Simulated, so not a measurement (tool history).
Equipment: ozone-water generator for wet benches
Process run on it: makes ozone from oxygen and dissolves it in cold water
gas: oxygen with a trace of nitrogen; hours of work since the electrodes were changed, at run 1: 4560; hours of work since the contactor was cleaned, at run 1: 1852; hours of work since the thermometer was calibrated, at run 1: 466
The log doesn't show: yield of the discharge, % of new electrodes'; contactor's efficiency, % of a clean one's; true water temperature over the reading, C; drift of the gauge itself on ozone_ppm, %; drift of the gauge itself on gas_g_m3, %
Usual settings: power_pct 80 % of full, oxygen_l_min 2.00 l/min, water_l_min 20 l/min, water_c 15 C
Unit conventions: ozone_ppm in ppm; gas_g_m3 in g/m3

| run | hour | power_pct | oxygen_l_min | water_l_min | water_c | hours of work since the electrodes were changed | hours of work since the contactor was cleaned | hours of work since the thermometer was calibrated | ozone_ppm | gas_g_m3 |
|---|---|---|---|---|---|---|---|---|---|---|
| 1 | 0.0 | 80 | 2.00 | 20 | 15 | 4560 | 1852 | 466 | 14.6 | 220.1 |
| 2 | 90.8 | 80 | 2.00 | 20 | 15 | 4638 | 1929 | 544 | 14.6 | 220.3 |
| 3 | 186.5 | 80 | 2.00 | 20 | 15 | 4720 | 2011 | 626 | 14.4 | 218.9 |
| 4 | 323.7 | 80 | 2.00 | 20 | 15 | 4838 | 2129 | 744 | 14.2 | 219.2 |
| 5 | 387.7 | 80 | 2.00 | 20 | 15 | 4892 | 2184 | 799 | 14.5 | 220.1 |
| 6 | 474.4 | 80 | 2.00 | 14 | 15 | 4967 | 2259 | 873 | 20.4 | 220.0 |
| 7 | 598.6 | 80 | 2.00 | 23 | 15 | 5073 | 2365 | 980 | 12.4 | 218.8 |
| 8 | 713.7 | 65 | 2.00 | 20 | 15 | 5172 | 2464 | 1078 | 12.6 | 189.9 |
| 9 | 841.5 | 45 | 2.00 | 20 | 15 | 5282 | 2574 | 1188 | 9.9 | 149.5 |
| 10 | 921.3 | 45 | 2.00 | 20 | 15 | 5350 | 2642 | 1256 | 9.8 | 148.6 |
| 11 | 1040.3 | 80 | 1.51 | 20 | 15 | 5452 | 2744 | 1359 | 14.2 | 262.2 |
| 12 | 1155.1 | 80 | 1.51 | 20 | 15 | 5551 | 2843 | 1457 | 14.2 | 261.5 |
| 13 | 1297.6 | 80 | 1.51 | 20 | 15 | 5673 | 2965 | 1579 | 14.1 | 261.8 |
| 14 | 1389.4 | 80 | 2.98 | 20 | 15 | 5752 | 3044 | 1658 | 15.2 | 173.0 |
| 15 | 1470.2 | 80 | 2.98 | 20 | 11 | 5821 | 3113 | 1727 | 16.3 | 174.6 |
| 16 | 1606.0 | 80 | 2.00 | 20 | 15 | 5938 | 3229 | 1844 | 14.6 | 220.7 |
| 17 | 1755.4 | 80 | 2.00 | 24 | 15 | 6066 | 3358 | 1972 | 12.1 | 218.4 |
| 18 | 1872.5 | 80 | 1.74 | 20 | 7 | 6166 | 3458 | 2073 | 14.7 | 237.3 |
| 19 | 1938.3 | 80 | 2.92 | 20 | 9 | 6223 | 3515 | 2129 | 16.2 | 174.9 |
| 20 | 2065.5 | 46 | 2.77 | 20 | 22 | 6332 | 3624 | 2238 | 10.0 | 123.2 |
| 21 | 2154.9 | 46 | 2.77 | 32 | 17 | 6409 | 3700 | 2315 | 6.4 | 126.4 |
| 22 | 2274.6 | 46 | 2.77 | 32 | 17 | 6511 | 3803 | 2418 | 6.5 | 123.8 |
| 23 | 2366.5 | 46 | 1.22 | 17 | 17 | 6590 | 3882 | 2496 | 10.6 | 206.0 |
| 24 | 2439.4 | 46 | 1.22 | 17 | 17 | 6653 | 3944 | 2559 | 10.6 | 206.9 |
| 25 | 2501.9 | 46 | 3.24 | 17 | 19 | 6706 | 3998 | 2613 | 11.8 | 111.7 |
| 26 | 2606.5 | 43 | 2.63 | 22 | 8 | 6796 | 4088 | 2702 | 9.7 | 122.9 |
| 27 | 2669.1 | 43 | 1.57 | 22 | 10 | 6850 | 4141 | 2756 | 8.6 | 167.8 |
|  | 2681.9 | water thermometer calibrated |
| 28 | 2804.6 | 48 | 1.20 | 12 | 10 | 6966 | 4257 | 105 | 16.1 | 210.3 |
| 29 | 2884.8 | 67 | 1.20 | 20 | 10 | 7034 | 4326 | 174 | 11.6 | 266.0 |
|  | 2924.5 | electrodes of the discharge changed |
| 30 | 3039.9 | 67 | 1.20 | 20 | 10 | 99 | 4454 | 302 | 12.1 | 266.6 |
| 31 | 3183.9 | 67 | 1.20 | 20 | 10 | 223 | 4578 | 426 | 12.1 | 264.4 |
| 32 | 3285.6 | 47 | 2.00 | 24 | 15 | 310 | 4665 | 513 | 8.5 | 154.0 |
| 33 | 3348.6 | 47 | 2.00 | 24 | 15 | 364 | 4719 | 567 | 8.2 | 152.8 |
| 34 | 3452.2 | 42 | 2.00 | 28 | 8 | 453 | 4808 | 656 | 7.1 | 142.2 |

Hidden condition of the tool, last listed run before each entry between runs versus first listed run after:
Between runs 27 and 28: water thermometer calibrated (hour 2681.9)
  no hidden state differs between the two runs
Between runs 29 and 30: electrodes of the discharge changed (hour 2924.5)
  yield of the discharge, % of new electrodes': 99.7 -> 100
